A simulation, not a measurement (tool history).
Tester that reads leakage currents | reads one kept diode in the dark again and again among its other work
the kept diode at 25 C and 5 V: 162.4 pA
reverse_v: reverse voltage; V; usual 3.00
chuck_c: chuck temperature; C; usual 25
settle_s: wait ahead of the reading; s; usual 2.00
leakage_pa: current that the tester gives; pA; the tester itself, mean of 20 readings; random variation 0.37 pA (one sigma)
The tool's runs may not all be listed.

{"run": 1, "day": 0.0, "reverse_v": 3.0, "chuck_c": 25, "settle_s": 2.0, "leakage_pa": 121.37}
{"run": 2, "day": 2.529, "reverse_v": 3.0, "chuck_c": 25, "settle_s": 2.0, "leakage_pa": 121.64}
{"run": 3, "day": 5.212, "reverse_v": 3.0, "chuck_c": 25, "settle_s": 2.0, "leakage_pa": 121.59}
{"run": 4, "day": 8.858, "reverse_v": 3.0, "chuck_c": 37, "settle_s": 2.0, "leakage_pa": 368.55}
{"run": 5, "day": 12.162, "reverse_v": 3.0, "chuck_c": 25, "settle_s": 2.0, "leakage_pa": 121.05}
{"run": 6, "day": 15.6, "reverse_v": 3.0, "chuck_c": 25, "settle_s": 2.0, "leakage_pa": 121.5}
{"run": 7, "day": 17.579, "reverse_v": 3.0, "chuck_c": 25, "settle_s": 2.0, "leakage_pa": 121.59}
{"run": 8, "day": 21.388, "reverse_v": 3.0, "chuck_c": 25, "settle_s": 1.08, "leakage_pa": 122.45}
{"day": 25.062, "done": "tester calibrated"}
{"run": 9, "day": 25.062, "reverse_v": 3.0, "chuck_c": 25, "settle_s": 1.08, "leakage_pa": 121.5}
{"run": 10, "day": 28.204, "reverse_v": 3.0, "chuck_c": 25, "settle_s": 1.08, "leakage_pa": 120.98}
{"run": 11, "day": 30.475, "reverse_v": 7.55, "chuck_c": 58, "settle_s": 1.06, "leakage_pa": 3580.79}
{"run": 12, "day": 33.162, "reverse_v": 7.55, "chuck_c": 58, "settle_s": 1.06, "leakage_pa": 3587.42}
{"run": 13, "day": 36.338, "reverse_v": 7.55, "chuck_c": 58, "settle_s": 1.06, "leakage_pa": 3584.9}
{"day": 37.392, "done": "chuck's temperature calibrated"}
{"run": 14, "day": 38.183, "reverse_v": 15.93, "chuck_c": 29, "settle_s": 0.35, "leakage_pa": 469.96}
{"run": 15, "day": 41.817, "reverse_v": 15.93, "chuck_c": 46, "settle_s": 0.57, "leakage_pa": 2106.0}
{"run": 16, "day": 44.488, "reverse_v": 1.22, "chuck_c": 25, "settle_s": 3.63, "leakage_pa": 71.87}
{"run": 17, "day": 48.008, "reverse_v": 12.65, "chuck_c": 25, "settle_s": 2.0, "leakage_pa": 278.45}
{"run": 18, "day": 50.292, "reverse_v": 12.65, "chuck_c": 25, "settle_s": 1.1, "leakage_pa": 281.01}
{"run": 19, "day": 53.521, "reverse_v": 12.65, "chuck_c": 26, "settle_s": 1.1, "leakage_pa": 308.38}
{"run": 20, "day": 56.058, "reverse_v": 12.65, "chuck_c": 26, "settle_s": 1.1, "leakage_pa": 307.19}

Forecast each of these 4 alternatives for the next run:
{"run": "A", "day": 60.025, "reverse_v": 1.71, "chuck_c": 25, "settle_s": 2.7, "leakage_pa": "?"}
{"run": "B", "day": 60.025, "reverse_v": 9.74, "chuck_c": 36, "settle_s": 2.0, "leakage_pa": "?"}
{"run": "C", "day": 60.025, "reverse_v": 1.26, "chuck_c": 25, "settle_s": 0.98, "leakage_pa": "?"}
{"run": "D", "day": 60.025, "reverse_v": 13.19, "chuck_c": 51, "settle_s": 2.75, "leakage_pa": "?"}

run=A leakage_pa=87.71
run=B leakage_pa=662.81
run=C leakage_pa=73.65
run=D leakage_pa=2848.13
Without the tool's hidden state the same runs would have given:
run=A leakage_pa=87.68
run=B leakage_pa=662.63
run=C leakage_pa=73.63
run=D leakage_pa=2847.57
